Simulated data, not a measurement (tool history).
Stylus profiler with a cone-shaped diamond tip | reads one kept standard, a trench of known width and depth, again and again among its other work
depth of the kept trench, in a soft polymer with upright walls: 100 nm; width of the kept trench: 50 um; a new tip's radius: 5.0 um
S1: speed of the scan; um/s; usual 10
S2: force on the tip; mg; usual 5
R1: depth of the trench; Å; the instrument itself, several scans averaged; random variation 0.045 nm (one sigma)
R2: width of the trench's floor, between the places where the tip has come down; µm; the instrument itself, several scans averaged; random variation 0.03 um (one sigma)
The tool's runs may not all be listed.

run,hour,S1,S2,R1,R2
1,0,10,5,1017.8,47.97
2,28,10,5,1018.3,47.93
3,46,10,14.41,1036.3,47.94
4,61.2,10,14.41,1035.6,47.95
5,93.2,10,14.41,1036.3,47.89
6,125.6,10,5,1017.7,47.89
7,139.7,16,2.99,1012.7,47.83
8,154.5,24,3.04,1013.1,47.8
9,181.3,24,3.04,1012.4,47.78
10,211.4,10,9.75,1027.9,47.86
11,244.4,16,2.96,1012.5,47.79
12,271.1,37,1.97,1009.6,47.7

Hidden state or all else? Some run-to-run changes of R2, split into what the settings, what came in and random variation would give without the hidden state, and what is left for the hidden state (with any gauge scatter that isn't in both results):
The hidden state here: radius of the tip, um; height scale over the true one, %; drift of the gauge itself on depth_nm, %; drift of the gauge itself on floor_um, %.
Run 5 -> 6: S2 14.41 -> 5. R2 +0 µm: hidden state -0.02, all else +0.02.
Run 11 -> 12: S1 16 -> 37, S2 2.96 -> 1.97. R2 -0.09 µm: hidden state -0.02, all else -0.07.

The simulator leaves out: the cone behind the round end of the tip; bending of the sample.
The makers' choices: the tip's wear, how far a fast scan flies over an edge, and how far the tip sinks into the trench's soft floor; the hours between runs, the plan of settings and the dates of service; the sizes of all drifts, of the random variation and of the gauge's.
